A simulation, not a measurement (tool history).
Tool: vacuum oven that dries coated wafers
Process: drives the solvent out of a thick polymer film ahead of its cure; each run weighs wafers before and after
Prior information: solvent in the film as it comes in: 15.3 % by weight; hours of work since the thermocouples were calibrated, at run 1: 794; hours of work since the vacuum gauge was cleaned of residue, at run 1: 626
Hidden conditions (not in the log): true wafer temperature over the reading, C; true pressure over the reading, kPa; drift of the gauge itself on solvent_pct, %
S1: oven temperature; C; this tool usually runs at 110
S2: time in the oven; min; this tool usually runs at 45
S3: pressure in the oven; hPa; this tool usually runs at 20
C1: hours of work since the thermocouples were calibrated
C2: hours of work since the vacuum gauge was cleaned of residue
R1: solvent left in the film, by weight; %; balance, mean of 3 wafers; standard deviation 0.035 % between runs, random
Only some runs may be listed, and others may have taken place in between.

run	hour	S1	S2	S3	C1	C2	R1
1	0	110	45	20	794	626	2.46
2	57.7	110	45	20	830	662	2.46
3	95.1	98	45	20	854	686	5.36
4	128	98	45	20	874	706	5.3
5	183.3	110	45	73.9	909	741	5.95
6	219.4	110	45	20	932	764	2.47
7	255.4	110	45	24.6	954	787	2.72
8	299.4	105	45	24.6	982	814	3.8
9	331.8	110	45	20	1002	835	2.46
10	372.8	110	45	34.5	1028	860	3.36
11	414.8	110	45	34.5	1054	887	3.5
12	458.7	110	45	34.5	1082	914	3.46
13	496.2	110	45	20	1106	938	2.42
# hour 502: vacuum gauge cleaned of residue and calibrated
14	544.7	110	45	20	1135	27	2.47
15	595.4	110	45	20	1167	59	2.52
16	626.2	110	27	20	1186	78	4.09
# hour 648.5: vacuum gauge cleaned of residue and calibrated, once more
17	659.3	110	27	20	1206	7	3.87
# hour 681.4: oven's thermocouples calibrated
18	711.2	110	45	20	19	38	2.48
19	748.3	110	45	20	42	61	2.43
20	773.8	110	45	20	58	77	2.43
21	822.3	110	45	20	88	108	2.47
22	866.3	110	45	20	116	136	2.5
23	902.6	110	45	20	139	158	2.44
24	959.5	116	39	20	175	194	1.81
25	989.4	105	72	40.3	194	213	3.96
26	1030.6	123	45	71.9	219	239	3.44
27	1081	123	50	61.2	251	271	2.9
28	1137.7	123	50	61.2	287	306	2.92
29	1170.3	123	50	61.2	307	327	2.91
30	1208.2	123	50	61.2	331	350	2.93
31	1259.8	116	45	11	363	383	1.01
32	1285.6	116	58	12.1	380	399	0.91
33	1342.5	116	58	12.1	415	435	0.93
34	1375.8	113	57	32.1	436	456	2.37
35	1400.3	124	53	41.4	452	471	1.98
36	1424.7	124	53	41.4	467	486	1.93
37	1457.6	121	75	22.8	488	507	1.17
38	1505.5	118	25	12.4	518	537	2.11
39	1551.4	118	25	12.4	547	566	2.17
40	1590.5	118	25	34.3	571	591	3.21
41	1628.3	118	25	34.3	595	614	3.2
42	1679.8	118	25	34.3	627	647	3.22
43	1734	113	80	20	661	681	1.44
44	1774.8	118	45	22.6	687	706	1.64
45	1828.2	107	41	19.1	721	740	3.33

Per-run results on a tool with no hidden state, each run keeping its own random variation:
run	R1
1	2.48
2	2.48
3	5.42
4	5.35
5	6.01
6	2.47
7	2.73
8	3.84
9	2.46
10	3.39
11	3.53
12	3.48
13	2.42
14	2.4
15	2.45
16	4.12
17	4.11
18	2.5
19	2.45
20	2.45
21	2.48
22	2.52
23	2.46
24	1.82
25	3.97
26	3.45
27	2.9
28	2.92
29	2.91
30	2.92
31	0.99
32	0.86
33	0.88
34	2.35
35	1.95
36	1.9
37	1.11
38	2.14
39	2.2
40	3.26
41	3.25
42	3.27
43	1.35
44	1.6
45	3.36
